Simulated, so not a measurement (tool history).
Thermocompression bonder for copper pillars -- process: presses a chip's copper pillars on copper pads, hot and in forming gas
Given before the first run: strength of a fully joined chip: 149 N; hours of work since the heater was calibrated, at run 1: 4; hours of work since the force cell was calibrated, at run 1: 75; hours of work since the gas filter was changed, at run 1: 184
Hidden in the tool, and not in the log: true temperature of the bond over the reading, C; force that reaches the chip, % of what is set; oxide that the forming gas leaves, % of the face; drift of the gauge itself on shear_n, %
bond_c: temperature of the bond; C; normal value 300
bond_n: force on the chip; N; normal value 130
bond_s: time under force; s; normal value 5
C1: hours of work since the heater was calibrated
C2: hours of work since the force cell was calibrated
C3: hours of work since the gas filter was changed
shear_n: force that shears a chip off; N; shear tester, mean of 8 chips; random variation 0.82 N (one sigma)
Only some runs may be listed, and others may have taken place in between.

{"run": 1, "day": 0.0, "bond_c": 300, "bond_n": 130, "bond_s": 5, "C1": 4, "C2": 75, "C3": 184, "shear_n": 72.2}
{"run": 2, "day": 0.346, "bond_c": 300, "bond_n": 97, "bond_s": 5, "C1": 9, "C2": 79, "C3": 189, "shear_n": 60.3}
{"run": 3, "day": 0.567, "bond_c": 300, "bond_n": 97, "bond_s": 5, "C1": 12, "C2": 82, "C3": 192, "shear_n": 60.2}
{"run": 4, "day": 0.792, "bond_c": 326, "bond_n": 130, "bond_s": 5, "C1": 15, "C2": 85, "C3": 195, "shear_n": 87.8}
{"run": 5, "day": 0.988, "bond_c": 300, "bond_n": 130, "bond_s": 5, "C1": 18, "C2": 88, "C3": 197, "shear_n": 70.8}
{"run": 6, "day": 1.296, "bond_c": 300, "bond_n": 125, "bond_s": 5, "C1": 22, "C2": 92, "C3": 201, "shear_n": 70.8}
{"run": 7, "day": 1.667, "bond_c": 300, "bond_n": 125, "bond_s": 5, "C1": 27, "C2": 97, "C3": 206, "shear_n": 69.5}
{"run": 8, "day": 1.962, "bond_c": 300, "bond_n": 125, "bond_s": 5, "C1": 31, "C2": 101, "C3": 210, "shear_n": 69.5}
{"run": 9, "day": 2.296, "bond_c": 300, "bond_n": 130, "bond_s": 5, "C1": 35, "C2": 106, "C3": 215, "shear_n": 70.9}
{"run": 10, "day": 2.658, "bond_c": 300, "bond_n": 130, "bond_s": 5, "C1": 40, "C2": 110, "C3": 220, "shear_n": 71.3}
{"run": 11, "day": 2.896, "bond_c": 300, "bond_n": 94, "bond_s": 5, "C1": 43, "C2": 114, "C3": 223, "shear_n": 57.1}
{"run": 12, "day": 3.117, "bond_c": 300, "bond_n": 130, "bond_s": 5, "C1": 46, "C2": 117, "C3": 226, "shear_n": 71.0}
{"run": 13, "day": 3.421, "bond_c": 300, "bond_n": 130, "bond_s": 5, "C1": 50, "C2": 121, "C3": 230, "shear_n": 71.1}
{"run": 14, "day": 3.717, "bond_c": 300, "bond_n": 130, "bond_s": 7, "C1": 54, "C2": 125, "C3": 234, "shear_n": 79.4}
{"run": 15, "day": 4.017, "bond_c": 300, "bond_n": 100, "bond_s": 5, "C1": 58, "C2": 129, "C3": 238, "shear_n": 60.0}
{"run": 16, "day": 4.321, "bond_c": 300, "bond_n": 100, "bond_s": 5, "C1": 62, "C2": 133, "C3": 242, "shear_n": 60.1}
{"run": 17, "day": 4.683, "bond_c": 300, "bond_n": 100, "bond_s": 5, "C1": 67, "C2": 138, "C3": 247, "shear_n": 59.6}
{"run": 18, "day": 5.017, "bond_c": 298, "bond_n": 130, "bond_s": 5, "C1": 72, "C2": 142, "C3": 251, "shear_n": 70.3}
{"run": 19, "day": 5.208, "bond_c": 300, "bond_n": 112, "bond_s": 5, "C1": 74, "C2": 145, "C3": 254, "shear_n": 64.4}
{"run": 20, "day": 5.592, "bond_c": 300, "bond_n": 92, "bond_s": 5, "C1": 79, "C2": 150, "C3": 259, "shear_n": 56.2}
{"run": 21, "day": 5.908, "bond_c": 300, "bond_n": 92, "bond_s": 5, "C1": 84, "C2": 154, "C3": 263, "shear_n": 55.4}
{"run": 22, "day": 6.329, "bond_c": 279, "bond_n": 166, "bond_s": 5, "C1": 89, "C2": 160, "C3": 269, "shear_n": 66.1}
{"run": 23, "day": 6.721, "bond_c": 303, "bond_n": 114, "bond_s": 3, "C1": 95, "C2": 165, "C3": 274, "shear_n": 54.0}
{"run": 24, "day": 7.025, "bond_c": 303, "bond_n": 114, "bond_s": 3, "C1": 99, "C2": 169, "C3": 278, "shear_n": 55.3}
{"run": 25, "day": 7.4, "bond_c": 299, "bond_n": 114, "bond_s": 3, "C1": 104, "C2": 174, "C3": 283, "shear_n": 51.4}
{"run": 26, "day": 7.604, "bond_c": 319, "bond_n": 89, "bond_s": 6, "C1": 106, "C2": 177, "C3": 286, "shear_n": 68.0}
{"run": 27, "day": 7.908, "bond_c": 300, "bond_n": 80, "bond_s": 14, "C1": 111, "C2": 181, "C3": 290, "shear_n": 72.7}
{"run": 28, "day": 8.179, "bond_c": 300, "bond_n": 127, "bond_s": 5, "C1": 114, "C2": 184, "C3": 294, "shear_n": 69.3}
{"run": 29, "day": 8.604, "bond_c": 326, "bond_n": 90, "bond_s": 5, "C1": 120, "C2": 190, "C3": 299, "shear_n": 68.7}
{"run": 30, "day": 8.979, "bond_c": 316, "bond_n": 149, "bond_s": 4, "C1": 125, "C2": 195, "C3": 305, "shear_n": 79.0}
{"run": 31, "day": 9.183, "bond_c": 300, "bond_n": 84, "bond_s": 3, "C1": 128, "C2": 198, "C3": 307, "shear_n": 42.8}
{"run": 32, "day": 9.438, "bond_c": 306, "bond_n": 130, "bond_s": 3, "C1": 131, "C2": 201, "C3": 311, "shear_n": 60.3}
{"run": 33, "day": 9.617, "bond_c": 281, "bond_n": 122, "bond_s": 3, "C1": 133, "C2": 204, "C3": 313, "shear_n": 45.5}
{"run": 34, "day": 9.812, "bond_c": 281, "bond_n": 122, "bond_s": 3, "C1": 136, "C2": 206, "C3": 316, "shear_n": 44.4}
{"run": 35, "day": 10.208, "bond_c": 312, "bond_n": 130, "bond_s": 5, "C1": 141, "C2": 212, "C3": 321, "shear_n": 77.6}
{"run": 36, "day": 10.579, "bond_c": 282, "bond_n": 120, "bond_s": 5, "C1": 146, "C2": 217, "C3": 326, "shear_n": 55.6}
{"run": 37, "day": 10.95, "bond_c": 282, "bond_n": 163, "bond_s": 5, "C1": 151, "C2": 222, "C3": 331, "shear_n": 66.8}
{"run": 38, "day": 11.279, "bond_c": 306, "bond_n": 132, "bond_s": 5, "C1": 156, "C2": 226, "C3": 335, "shear_n": 72.8}
{"run": 39, "day": 11.604, "bond_c": 306, "bond_n": 132, "bond_s": 5, "C1": 160, "C2": 230, "C3": 340, "shear_n": 71.8}
{"run": 40, "day": 11.962, "bond_c": 283, "bond_n": 82, "bond_s": 12, "C1": 165, "C2": 235, "C3": 345, "shear_n": 59.7}
{"run": 41, "day": 12.396, "bond_c": 283, "bond_n": 82, "bond_s": 12, "C1": 171, "C2": 241, "C3": 350, "shear_n": 60.1}

Had the tool no unlogged condition, and each run kept its random variation, what would the results have been?
run=1 shear_n=75.9
run=2 shear_n=63.6
run=3 shear_n=63.4
run=4 shear_n=92.6
run=5 shear_n=74.8
run=6 shear_n=74.8
run=7 shear_n=73.6
run=8 shear_n=73.8
run=9 shear_n=75.4
run=10 shear_n=75.9
run=11 shear_n=60.9
run=12 shear_n=75.8
run=13 shear_n=75.9
run=14 shear_n=85.0
run=15 shear_n=64.4
run=16 shear_n=64.6
run=17 shear_n=64.2
run=18 shear_n=75.8
run=19 shear_n=69.4
run=20 shear_n=60.8
run=21 shear_n=60.0
run=22 shear_n=71.7
run=23 shear_n=58.8
run=24 shear_n=60.2
run=25 shear_n=56.2
run=26 shear_n=74.1
run=27 shear_n=79.4
run=28 shear_n=75.8
run=29 shear_n=75.2
run=30 shear_n=86.6
run=31 shear_n=47.1
run=32 shear_n=66.4
run=33 shear_n=50.2
run=34 shear_n=49.1
run=35 shear_n=85.7
run=36 shear_n=61.7
run=37 shear_n=74.1
run=38 shear_n=80.7
run=39 shear_n=79.9
run=40 shear_n=66.6
run=41 shear_n=67.2
